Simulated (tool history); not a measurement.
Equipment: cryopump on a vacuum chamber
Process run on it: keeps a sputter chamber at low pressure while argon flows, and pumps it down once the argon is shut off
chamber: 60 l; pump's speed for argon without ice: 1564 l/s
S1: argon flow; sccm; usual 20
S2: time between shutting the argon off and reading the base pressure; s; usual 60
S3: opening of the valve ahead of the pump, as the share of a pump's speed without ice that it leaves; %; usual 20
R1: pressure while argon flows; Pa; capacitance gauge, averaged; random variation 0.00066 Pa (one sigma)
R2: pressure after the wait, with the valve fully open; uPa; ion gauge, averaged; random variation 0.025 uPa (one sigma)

run 1 hour=0 | S1=20 S2=60 S3=20 | R1=0.1162 R2=2.38
run 2 hour=64.7 | S1=14 S2=60 S3=20 | R1=0.0817 R2=2.45
run 3 hour=114.5 | S1=14 S2=60 S3=18 | R1=0.0897 R2=2.47
run 4 hour=144.6 | S1=14 S2=60 S3=18 | R1=0.0904 R2=2.5
run 5 hour=200.5 | S1=14 S2=60 S3=18 | R1=0.0908 R2=2.66
run 6 hour=242 | S1=14 S2=60 S3=18 | R1=0.0913 R2=2.67
run 7 hour=296.7 | S1=14 S2=60 S3=18 | R1=0.0906 R2=2.83
run 8 hour=363.6 | S1=24 S2=60 S3=18 | R1=0.1572 R2=2.79
run 9 hour=401.8 | S1=24 S2=60 S3=18 | R1=0.1587 R2=2.94
-- hour=468.2 pump warmed up, emptied and cooled again
run 10 hour=474 | S1=18 S2=72 S3=50 | R1=0.0397 R2=2.16
run 11 hour=521.9 | S1=9 S2=241 S3=23 | R1=0.0421 R2=1.72
run 12 hour=558.1 | S1=8 S2=147 S3=20 | R1=0.0433 R2=1.88
run 13 hour=608.9 | S1=8 S2=25 S3=46 | R1=0.0187 R2=3.42

Here are 5 independent what-if runs from the current tool condition. What would each one return?
run A hour=647.6 | S1=29 S2=180 S3=28 | R1=? R2=?
run B hour=647.6 | S1=20 S2=60 S3=34 | R1=? R2=?
run C hour=647.6 | S1=8 S2=55 S3=46 | R1=? R2=?
run D hour=647.6 | S1=10 S2=210 S3=33 | R1=? R2=?
run E hour=647.6 | S1=35 S2=62 S3=19 | R1=? R2=?

run=A R1=0.115 R2=1.89
run=B R1=0.065 R2=2.45
run=C R1=0.0189 R2=2.4
run=D R1=0.034 R2=1.84
run=E R1=0.1998 R2=2.44
With no hidden state in the tool, these same runs would have given:
run=A R1=0.1133 R2=0.47
run=B R1=0.0638 R2=1
run=C R1=0.0185 R2=1
run=D R1=0.0334 R2=0.4
run=E R1=0.1977 R2=0.98
